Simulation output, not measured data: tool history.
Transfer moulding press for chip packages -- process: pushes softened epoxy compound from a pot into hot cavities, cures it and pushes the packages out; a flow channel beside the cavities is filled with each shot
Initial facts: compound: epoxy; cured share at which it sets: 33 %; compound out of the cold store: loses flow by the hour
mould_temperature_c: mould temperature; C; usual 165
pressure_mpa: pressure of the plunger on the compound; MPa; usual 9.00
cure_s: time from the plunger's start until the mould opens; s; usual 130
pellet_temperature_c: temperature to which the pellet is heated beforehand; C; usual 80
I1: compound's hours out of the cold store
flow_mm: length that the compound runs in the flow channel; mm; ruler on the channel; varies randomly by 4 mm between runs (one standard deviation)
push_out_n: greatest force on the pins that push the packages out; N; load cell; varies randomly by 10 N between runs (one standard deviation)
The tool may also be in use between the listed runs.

run 1 day=0.000 | mould_temperature_c=165 pressure_mpa=9.00 cure_s=130 pellet_temperature_c=80 | I1=15.7 | flow_mm=699 push_out_n=635
run 2 day=0.925 | mould_temperature_c=165 pressure_mpa=9.00 cure_s=146 pellet_temperature_c=80 | I1=43.7 | flow_mm=634 push_out_n=679
-- day=1.525 cavities cleaned with cleaning compound and waxed
run 3 day=1.638 | mould_temperature_c=165 pressure_mpa=9.00 cure_s=146 pellet_temperature_c=80 | I1=21.7 | flow_mm=679 push_out_n=840
run 4 day=2.929 | mould_temperature_c=165 pressure_mpa=9.00 cure_s=146 pellet_temperature_c=80 | I1=24.5 | flow_mm=671 push_out_n=858
run 5 day=3.975 | mould_temperature_c=165 pressure_mpa=9.00 cure_s=149 pellet_temperature_c=80 | I1=28.9 | flow_mm=669 push_out_n=877
-- day=4.504 cavities cleaned with cleaning compound and waxed
run 6 day=4.762 | mould_temperature_c=165 pressure_mpa=9.00 cure_s=149 pellet_temperature_c=80 | I1=32.8 | flow_mm=650 push_out_n=449
-- day=5.362 plunger's sealing rings changed
run 7 day=5.471 | mould_temperature_c=165 pressure_mpa=9.00 cure_s=112 pellet_temperature_c=80 | I1=28.4 | flow_mm=689 push_out_n=750
run 8 day=6.812 | mould_temperature_c=165 pressure_mpa=9.00 cure_s=112 pellet_temperature_c=80 | I1=25.9 | flow_mm=701 push_out_n=904
-- day=7.579 cavities cleaned with cleaning compound and waxed
run 9 day=8.167 | mould_temperature_c=165 pressure_mpa=9.00 cure_s=112 pellet_temperature_c=80 | I1=22.4 | flow_mm=695 push_out_n=717
-- day=9.258 cavities cleaned with cleaning compound and waxed, once more
run 10 day=9.317 | mould_temperature_c=165 pressure_mpa=9.00 cure_s=112 pellet_temperature_c=80 | I1=28.0 | flow_mm=690 push_out_n=568
run 11 day=9.992 | mould_temperature_c=165 pressure_mpa=9.00 cure_s=138 pellet_temperature_c=80 | I1=31.4 | flow_mm=682 push_out_n=548
run 12 day=10.608 | mould_temperature_c=165 pressure_mpa=9.00 cure_s=138 pellet_temperature_c=80 | I1=12.0 | flow_mm=716 push_out_n=598
run 13 day=11.646 | mould_temperature_c=165 pressure_mpa=9.00 cure_s=130 pellet_temperature_c=80 | I1=45.2 | flow_mm=657 push_out_n=733
-- day=12.208 cavities cleaned with cleaning compound and waxed
run 14 day=12.375 | mould_temperature_c=165 pressure_mpa=9.00 cure_s=130 pellet_temperature_c=82 | I1=9.1 | flow_mm=722 push_out_n=498
-- day=13.004 mould's thermocouples calibrated
run 15 day=13.175 | mould_temperature_c=165 pressure_mpa=8.83 cure_s=156 pellet_temperature_c=82 | I1=34.5 | flow_mm=663 push_out_n=535
run 16 day=14.338 | mould_temperature_c=165 pressure_mpa=8.83 cure_s=156 pellet_temperature_c=82 | I1=44.4 | flow_mm=644 push_out_n=644
-- day=15.283 cavities cleaned with cleaning compound and waxed
run 17 day=15.642 | mould_temperature_c=167 pressure_mpa=7.46 cure_s=130 pellet_temperature_c=80 | I1=40.5 | flow_mm=595 push_out_n=514
run 18 day=16.525 | mould_temperature_c=165 pressure_mpa=9.00 cure_s=153 pellet_temperature_c=80 | I1=37.9 | flow_mm=657 push_out_n=555
run 19 day=17.833 | mould_temperature_c=165 pressure_mpa=9.00 cure_s=154 pellet_temperature_c=76 | I1=44.4 | flow_mm=644 push_out_n=693

Run 20, settings as shown, results not yet in. Your forecast:
-- day=18.200 cavities cleaned with cleaning compound and waxed
run 20 day=19.262 | mould_temperature_c=168 pressure_mpa=10.27 cure_s=131 pellet_temperature_c=77 | I1=13.1 | flow_mm=? push_out_n=?

flow_mm: 732 mm
push_out_n: 569 N
Minus the tool's unlogged condition, the same run would have read flow_mm 756 mm, push_out_n 435 N.
